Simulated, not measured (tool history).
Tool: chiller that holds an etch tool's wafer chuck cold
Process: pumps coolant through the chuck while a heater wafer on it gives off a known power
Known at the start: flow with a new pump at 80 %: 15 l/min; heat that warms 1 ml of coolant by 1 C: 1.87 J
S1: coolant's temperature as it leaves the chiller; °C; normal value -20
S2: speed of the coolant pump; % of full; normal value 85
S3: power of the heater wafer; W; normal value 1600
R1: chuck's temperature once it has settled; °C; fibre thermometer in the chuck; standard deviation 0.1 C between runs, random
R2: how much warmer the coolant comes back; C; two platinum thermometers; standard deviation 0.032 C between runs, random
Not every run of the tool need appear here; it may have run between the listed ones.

| run | day | S1 | S2 | S3 | R1 | R2 |
|---|---|---|---|---|---|---|
| 1 | 0.000 | -20 | 85 | 1600 | -5.7 | 3.25 |
| 2 | 1.246 | -20 | 85 | 1600 | -5.7 | 3.17 |
| 3 | 3.071 | -20 | 85 | 1600 | -5.5 | 3.24 |
| 4 | 6.021 | -20 | 69 | 1600 | -2.8 | 3.90 |
| 5 | 8.446 | -27 | 85 | 1600 | -12.4 | 3.11 |
|  | 10.112 | chiller's thermometer calibrated |
| 6 | 10.221 | -27 | 85 | 1600 | -12.5 | 3.20 |
| 7 | 12.083 | -27 | 85 | 1600 | -12.6 | 3.12 |
| 8 | 13.733 | -27 | 85 | 1600 | -12.7 | 3.05 |
| 9 | 16.458 | -20 | 85 | 1600 | -5.5 | 3.07 |
| 10 | 18.683 | -20 | 85 | 1600 | -5.6 | 3.04 |
| 11 | 20.108 | -20 | 85 | 1600 | -5.5 | 3.06 |
| 12 | 22.717 | -20 | 85 | 1600 | -5.5 | 3.05 |
| 13 | 24.696 | -20 | 60 | 1600 | -0.8 | 4.39 |
| 14 | 27.508 | -19 | 85 | 1600 | -4.7 | 3.00 |
| 15 | 29.604 | -19 | 85 | 1600 | -4.6 | 3.04 |
| 16 | 32.021 | -19 | 85 | 1600 | -4.7 | 2.94 |
| 17 | 34.200 | -20 | 70 | 2097 | 2.1 | 4.89 |
| 18 | 36.625 | -11 | 70 | 2390 | 14.1 | 5.57 |
| 19 | 38.562 | -11 | 70 | 2390 | 14.1 | 5.51 |
| 20 | 40.608 | -11 | 76 | 1073 | -0.6 | 2.07 |
| 21 | 42.100 | -13 | 85 | 1848 | 3.6 | 3.31 |
| 22 | 43.379 | -19 | 85 | 1600 | -4.6 | 2.82 |
| 23 | 45.650 | -19 | 85 | 1600 | -4.6 | 2.88 |
| 24 | 48.179 | -19 | 85 | 2210 | 1.0 | 4.01 |
| 25 | 51.104 | -12 | 66 | 903 | -2.1 | 1.94 |
| 26 | 52.433 | -17 | 85 | 984 | -8.1 | 1.53 |
| 27 | 54.804 | -17 | 85 | 984 | -8.1 | 1.56 |
| 28 | 56.054 | -20 | 91 | 1600 | -6.4 | 2.53 |
| 29 | 58.242 | -27 | 85 | 2184 | -7.3 | 3.94 |
|  | 59.271 | gauge calibrated |
| 30 | 60.267 | -27 | 84 | 1745 | -11.1 | 3.54 |
| 31 | 62.196 | -24 | 85 | 2261 | -3.7 | 4.55 |

Alternative continuations, all from the tool just after run 31; predict every row:
| A | 65.083 | -27 | 79 | 2261 | ? | ? |
| B | 65.083 | -30 | 68 | 1381 | ? | ? |
| C | 65.083 | -20 | 68 | 1083 | ? | ? |
| D | 65.083 | -25 | 85 | 1362 | ? | ? |
| E | 65.083 | -15 | 85 | 1600 | ? | ? |

| run | R1 | R2 |
|---|---|---|
| A | -5.3 | 4.87 |
| B | -15.1 | 3.49 |
| C | -8.2 | 2.66 |
| D | -12.7 | 2.68 |
| E | -0.5 | 3.15 |
Take away the tool's hidden state, keep each run's random variation, and the runs would have read:
| run | R1 | R2 |
|---|---|---|
| A | -5.3 | 4.92 |
| B | -15.1 | 3.54 |
| C | -8.2 | 2.71 |
| D | -12.7 | 2.73 |
| E | -0.5 | 3.20 |
